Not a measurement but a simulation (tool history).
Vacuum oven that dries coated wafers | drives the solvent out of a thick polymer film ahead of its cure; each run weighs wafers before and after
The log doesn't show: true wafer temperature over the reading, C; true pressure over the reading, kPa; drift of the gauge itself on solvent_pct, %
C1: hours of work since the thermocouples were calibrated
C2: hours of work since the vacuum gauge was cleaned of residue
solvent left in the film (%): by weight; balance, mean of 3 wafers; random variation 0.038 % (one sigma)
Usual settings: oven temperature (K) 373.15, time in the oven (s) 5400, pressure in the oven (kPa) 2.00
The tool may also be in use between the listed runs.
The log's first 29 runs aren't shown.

Run 30, hour 1284.4: usual settings but time in the oven (s) 7500, pressure in the oven (kPa) 1.84; C1 808; C2 420. Result: solvent left in the film (%) 1.82.
Run 31, hour 1338.4: usual settings but oven temperature (K) 387.15; C1 846; C2 458. Result: solvent left in the film (%) 0.66.
Run 32, hour 1394.9: usual settings but oven temperature (K) 363.15, pressure in the oven (kPa) 6.62; C1 886; C2 497. Result: solvent left in the film (%) 9.63.
Run 33, hour 1432.5: usual settings but oven temperature (K) 363.15, time in the oven (s) 3900, pressure in the oven (kPa) 6.62; C1 912; C2 524. Result: solvent left in the film (%) 11.53.
At hour 1478.9: oven's thermocouples calibrated.
Run 34, hour 1492.2: usual settings but oven temperature (K) 363.15, time in the oven (s) 3900, pressure in the oven (kPa) 6.62; C1 9; C2 564. Result: solvent left in the film (%) 12.22.
Run 35, hour 1553.0: usual settings but oven temperature (K) 363.15, time in the oven (s) 3900, pressure in the oven (kPa) 6.62; C1 52; C2 607. Result: solvent left in the film (%) 12.19.
Run 36, hour 1586.6: usual settings but oven temperature (K) 383.15; C1 75; C2 630. Result: solvent left in the film (%) 1.10.
Run 37, hour 1638.9: usual settings but oven temperature (K) 383.15; C1 112; C2 667. Result: solvent left in the film (%) 1.02.
Run 38, hour 1680.5: usual settings but oven temperature (K) 383.15; C1 141; C2 696. Result: solvent left in the film (%) 1.06.
Run 39, hour 1744.4: usual settings but time in the oven (s) 6900, pressure in the oven (kPa) 7.65; C1 186; C2 741. Result: solvent left in the film (%) 4.92.
Run 40, hour 1781.6: usual settings but time in the oven (s) 4560, pressure in the oven (kPa) 2.78; C1 212; C2 767. Result: solvent left in the film (%) 4.58.

3 ways to go on from here, each from the tool as it stands after run 40. What would each give?
Run A, hour 1838.6: usual settings but oven temperature (K) 387.15, time in the oven (s) 3780, pressure in the oven (kPa) 1.40; C1 252; C2 807. Result: solvent left in the film (%) ?.
Run B, hour 1838.6: usual settings but oven temperature (K) 369.15, time in the oven (s) 3720; C1 252; C2 807. Result: solvent left in the film (%) ?.
Run C, hour 1838.6: usual settings but oven temperature (K) 369.15, time in the oven (s) 3660, pressure in the oven (kPa) 4.13; C1 252; C2 807. Result: solvent left in the film (%) ?.

run  solvent left in the film (%)
  A                          0.97
  B                          7.25
  C                          8.28
Without the tool's hidden state the same runs would have given:
run  solvent left in the film (%)
  A                          0.93
  B                          7.27
  C                          8.30
